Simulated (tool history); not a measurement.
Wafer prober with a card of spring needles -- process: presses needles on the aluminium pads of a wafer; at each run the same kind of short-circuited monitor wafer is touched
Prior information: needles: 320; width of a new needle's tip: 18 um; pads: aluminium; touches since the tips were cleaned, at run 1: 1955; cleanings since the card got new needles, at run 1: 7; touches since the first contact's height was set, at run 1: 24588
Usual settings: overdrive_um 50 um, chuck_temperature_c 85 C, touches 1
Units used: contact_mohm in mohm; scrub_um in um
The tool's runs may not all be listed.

run   hour  overdrive_um  chuck_temperature_c  touches  touches since the tips were cleaned  cleanings since the card got new needles  touches since the first contact's height was set  contact_mohm  scrub_um
  1      0            50                   85        1                                 1955                                         7                                             24588           234      6.14
       3.1  -- tips cleaned on abrasive film
        14  -- tips cleaned on abrasive film
  2   17.5            50                   85        1                                  912                                         9                                             29029           226      6.09
      24.3  -- tips cleaned on abrasive film
  3     30            50                   85        1                                 1443                                        10                                             32195           230      6.11
      35.5  -- tips cleaned on abrasive film
  4   41.9            50                   85        1                                 1656                                        11                                             35238           230      6.09
      46.7  -- tips cleaned on abrasive film
      57.5  -- tips cleaned on abrasive film
  5   58.4            50                   85        1                                  217                                        13                                             39401           224      6.04
      68.7  -- tips cleaned on abrasive film
  6   69.9            50                   85        1                                  306                                        14                                             42329           221      6.04
      79.3  -- tips cleaned on abrasive film
  7   79.3            50                   85        1                                    0                                        15                                             44717           217      6.06
      90.5  -- tips cleaned on abrasive film
  8   96.3            50                   85        1                                 1488                                        16                                             49057           232      6.07
     101.2  -- tips cleaned on abrasive film
  9  104.1            50                   85        1                                  754                                        17                                             51035           231      6.04
     112.4  -- tips cleaned on abrasive film
 10  120.9            50                   85        1                                 2168                                        18                                             55307           239      6.07
     123.7  -- tips cleaned on abrasive film
     134.2  -- tips cleaned on abrasive film
 11  138.3            50                   69        1                                 1053                                        20                                             59729           225      6.02
     145.1  -- tips cleaned on abrasive film
 12  147.6            50                   85        1                                  643                                        21                                             62086           228      6.05
     155.9  -- tips cleaned on abrasive film
 13  163.3            50                   85        1                                 1913                                        22                                             66095           237         6
     166.5  -- tips cleaned on abrasive film
 14  172.3            50                  112        1                                 1479                                        23                                             68357           237      6.01
     177.6  -- tips cleaned on abrasive film
 15  183.5            50                  112        1                                 1533                                        24                                             71226           241      6.01
     189.1  -- tips cleaned on abrasive film
 16  196.5            40                   85        1                                 1910                                        25                                             74535           254      4.77
     198.2  -- height of the first contact set anew
     200.5  -- tips cleaned on abrasive film
     211.1  -- tips cleaned on abrasive film
 17  214.5            60                   62        3                                  882                                        27                                              4118           208      7.18
     222.4  -- tips cleaned on abrasive film
 18  228.3            50                   60        1                                 1537                                        28                                              7644           228      5.94
     233.9  -- tips cleaned on abrasive film
 19  240.1            40                  109        1                                 1601                                        29                                             10641           256      4.73
     244.9  -- tips cleaned on abrasive film
     255.7  -- tips cleaned on abrasive film
 20    257            40                  109        1                                  314                                        31                                             14905           238      4.69
     266.8  -- tips cleaned on abrasive film
 21  270.7            40                  109        1                                  989                                        32                                             18401           251      4.68
     278.4  -- tips cleaned on abrasive film
 22  284.6            37                   26        1                                 1589                                        33                                             21933           240       4.3
     288.8  -- tips cleaned on abrasive film
 23  294.8            49                   89        1                                 1544                                        34                                             24530           239       5.8
     299.5  -- height of the first contact set anew, once more
     299.6  -- tips cleaned on abrasive film
 24    308            49                   89        1                                 2156                                        35                                              2156           237      6.01
     310.9  -- tips cleaned on abrasive film
 25  316.2            55                   89        2                                 1377                                        36                                              4240           224      6.75
       322  -- tips cleaned on abrasive film
 26  330.7            55                   89        2                                 2238                                        37                                              7932           225      6.74
     333.8  -- tips cleaned on abrasive film
     344.6  -- tips cleaned on abrasive film
 27    346            34                  105        2                                  362                                        39                                             11801           242      4.15
     355.1  -- tips cleaned on abrasive film
 28  355.1            50                   85        1                                    0                                        40                                             14110           219      6.16
 29  365.3            59                   30        1                                 2598                                        40                                             16708           219      7.24
       367  -- tips cleaned on abrasive film
 30  373.8            35                   85        1                                 1738                                        41                                             18867           261      4.26
     377.7  -- tips cleaned on abrasive film
 31  382.5            66                   37        1                                 1235                                        42                                             21089           203       8.1
     389.5  -- tips cleaned on abrasive film
     399.8  -- tips cleaned on abrasive film
 32  400.8            50                   41        1                                  261                                        44                                             25732           212      6.08

Measured less the same run without the tool's hidden state. The same run-to-run variation is in both; the gauge's scatter may not be:
The hidden state here: debris on the tips, nm; way that the needles fall short of the set height, um; tips' diameter, um; drift of the gauge itself on contact_mohm, %; drift of the gauge itself on scrub_um, %.
run  contact_mohm  scrub_um
  1           +19     -0.05
  2           +10     -0.05
  3           +14     -0.06
  4           +16     -0.06
  5            +5     -0.08
  6            +6     -0.08
  7            +3      -0.1
  8           +15      -0.1
  9           +10      -0.1
 10           +21     -0.11
 11           +12     -0.13
 12           +10     -0.13
 13           +20     -0.14
 14           +16     -0.15
 15           +16     -0.15
 16           +29     -0.16
 17            +3     -0.21
 18           +17     -0.21
 19           +27     -0.21
 20           +10     -0.23
 21           +21     -0.24
 22           +33     -0.24
 23           +19     -0.25
 24           +20     -0.01
 25            +9     -0.02
 26           +10     -0.01
 27            +9     -0.03
 28            +2     -0.04
 29           +18     -0.04
 30           +34     -0.04
 31            +8     -0.05
 32            +7     -0.06

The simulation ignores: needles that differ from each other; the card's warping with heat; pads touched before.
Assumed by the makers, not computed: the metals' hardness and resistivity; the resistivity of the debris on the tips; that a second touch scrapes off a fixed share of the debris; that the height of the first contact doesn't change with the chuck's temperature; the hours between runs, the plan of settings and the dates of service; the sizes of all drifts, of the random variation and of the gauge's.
